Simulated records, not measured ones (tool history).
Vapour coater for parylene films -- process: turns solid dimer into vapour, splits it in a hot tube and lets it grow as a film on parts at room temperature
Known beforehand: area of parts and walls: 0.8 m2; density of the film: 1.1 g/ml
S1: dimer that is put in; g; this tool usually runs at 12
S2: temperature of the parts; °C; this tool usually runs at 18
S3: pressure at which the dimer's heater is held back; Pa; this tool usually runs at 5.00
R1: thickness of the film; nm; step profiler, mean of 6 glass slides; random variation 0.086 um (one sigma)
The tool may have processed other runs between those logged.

run	hour	S1	S2	S3	R1
1	0.0	12	18	5.00	9020
2	21.1	12	18	5.00	9100
# hour 41.7: trap's valve overhauled
3	49.4	12	18	5.00	10630
4	75.3	12	18	5.00	10380
5	87.6	12	18	5.00	10550
6	102.0	13	18	5.00	11170
7	122.7	12	18	2.23	12060
8	137.1	12	18	2.23	12190
9	152.8	12	18	2.23	12230
10	178.1	12	18	6.02	9770
11	203.0	12	18	6.02	9700
12	225.5	12	18	6.02	9480
13	239.9	12	26	4.18	8730
14	266.5	22	29	4.50	14960
15	281.7	6	28	2.93	4530
16	300.1	8	16	5.00	6700
17	324.9	8	16	5.00	6640
18	348.6	8	16	5.00	6580
19	369.3	12	16	5.00	9740
20	391.5	12	16	5.00	9810
21	414.9	12	18	7.68	8540

What if the next run were any one of these 5? Each begins from the tool's condition after run 21:
A	428.6	12	12	2.78	?
B	428.6	12	18	7.68	?
C	428.6	13	18	9.19	?
D	428.6	18	23	5.00	?
E	428.6	17	18	5.00	?

run	R1
A	11640
B	8350
C	8800
D	12470
E	13080
Without the tool's hidden state the same runs would have given:
run	R1
A	13310
B	9450
C	9950
D	14100
E	14790

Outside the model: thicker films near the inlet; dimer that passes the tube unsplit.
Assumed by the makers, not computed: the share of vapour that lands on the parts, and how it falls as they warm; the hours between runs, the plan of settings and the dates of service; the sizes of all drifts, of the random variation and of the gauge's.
